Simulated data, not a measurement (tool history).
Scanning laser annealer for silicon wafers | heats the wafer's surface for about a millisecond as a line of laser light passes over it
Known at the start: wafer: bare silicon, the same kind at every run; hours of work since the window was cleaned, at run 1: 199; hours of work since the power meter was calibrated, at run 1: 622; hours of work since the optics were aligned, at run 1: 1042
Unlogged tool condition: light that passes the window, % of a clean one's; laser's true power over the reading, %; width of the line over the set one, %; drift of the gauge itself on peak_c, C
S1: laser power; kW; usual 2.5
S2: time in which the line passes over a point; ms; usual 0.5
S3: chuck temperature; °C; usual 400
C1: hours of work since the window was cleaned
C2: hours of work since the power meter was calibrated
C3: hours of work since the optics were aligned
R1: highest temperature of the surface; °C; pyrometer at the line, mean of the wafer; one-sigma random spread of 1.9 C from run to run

run	hour	S1	S2	S3	C1	C2	C3	R1
1	0	2.5	0.5	400	199	622	1042	1132
2	38.1	2.5	0.5	400	220	644	1063	1131
3	66.3	2.5	0.5	400	236	660	1079	1132
4	89.6	2.5	0.48	400	250	673	1093	1113
5	126.8	2.5	0.48	400	271	694	1114	1113
6	149.9	2.5	0.48	400	284	707	1127	1111
7	185.1	2.5	0.5	422	304	727	1147	1145
8	220.8	2.5	0.5	422	324	747	1167	1145
9	255.6	2.5	0.5	422	344	767	1187	1141
10	296.9	2.534	0.366	425	368	791	1210	1044
11	319.2	2.5	0.404	430	380	803	1223	1071
12	356.5	2.404	0.426	396	401	824	1244	1029
13	375.7	2.404	0.426	396	412	835	1255	1029
14	405	2.14	0.5	413	429	852	1272	1013
15	432.9	2.14	0.5	413	445	868	1288	1009

For run 16, what comes out?
16	450.9	2.14	0.5	413	455	878	1298	?

Logged for run 16: R1 1012 °C.
Take away the tool's hidden state, keep the run-to-run variation as it was, and the same run would have given R1 1044 °C.
